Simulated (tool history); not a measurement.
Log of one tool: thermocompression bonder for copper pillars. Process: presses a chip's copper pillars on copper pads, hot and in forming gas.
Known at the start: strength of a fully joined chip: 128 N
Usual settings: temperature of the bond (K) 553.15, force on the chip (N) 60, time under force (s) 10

run,hour,temperature of the bond (K),force on the chip (N),time under force (s),force that shears a chip off (N)
1,0.0,553.15,60,10,49.9
2,31.8,553.15,60,10,49.7
# hour 63.5: forming gas filter changed
3,67.6,553.15,60,10,49.9
4,121.4,553.15,60,10,49.8
5,165.4,553.15,60,10,49.9
6,238.0,553.15,60,10,50.0
7,269.2,553.15,60,10,49.5
8,336.0,553.15,60,6,40.6
9,403.2,553.15,60,6,40.4
10,438.0,553.15,60,20,63.4
11,483.2,553.15,60,10,48.8
12,519.2,577.15,60,10,67.2
# hour 532.5: forming gas filter changed
# hour 545.9: force cell calibrated
13,557.0,553.15,60,10,49.2
14,621.0,553.15,60,10,49.5
15,653.3,553.15,60,10,48.5
16,714.6,553.15,60,10,48.7
# hour 783.9: heater calibrated with a thermocouple chip
17,793.7,553.15,60,10,48.9
18,853.1,553.15,60,10,49.2
19,928.6,553.15,51,10,40.9
20,996.3,525.15,40,10,19.1
# hour 1005.4: forming gas filter changed
21,1072.5,528.15,84,10,46.7
# hour 1095.8: gauge calibrated
22,1145.1,528.15,50,7,23.1
23,1208.4,566.15,54,7,47.1
24,1267.0,552.15,60,10,49.1
25,1344.5,552.15,60,10,48.9
26,1417.3,552.15,60,10,49.4
# hour 1472.5: forming gas filter changed
27,1479.5,553.15,52,20,55.8
28,1536.8,557.15,60,10,51.5
29,1568.6,582.15,86,11,95.2
30,1621.4,582.15,86,11,95.7
31,1666.1,563.15,77,6,60.4
32,1724.7,563.15,77,6,59.7
33,1776.6,528.15,60,22,44.9
34,1821.8,528.15,60,22,45.1
35,1896.1,552.15,39,22,41.6
# hour 1939.4: forming gas filter changed
36,1941.1,526.15,73,6,31.6
37,2002.6,526.15,73,6,31.3
# hour 2048.3: gauge calibrated
38,2067.5,549.15,51,10,39.0

3 ways to go on from here, each from the tool as it stands after run 38. What would each give?
A,2126.6,538.15,60,21,?
B,2126.6,549.15,37,6,?
C,2126.6,549.15,61,8,?

run,force that shears a chip off (N)
A,52.3
B,21.7
C,43.6
Without the tool's hidden state the same runs would have given:
run,force that shears a chip off (N)
A,52.5
B,21.7
C,43.7
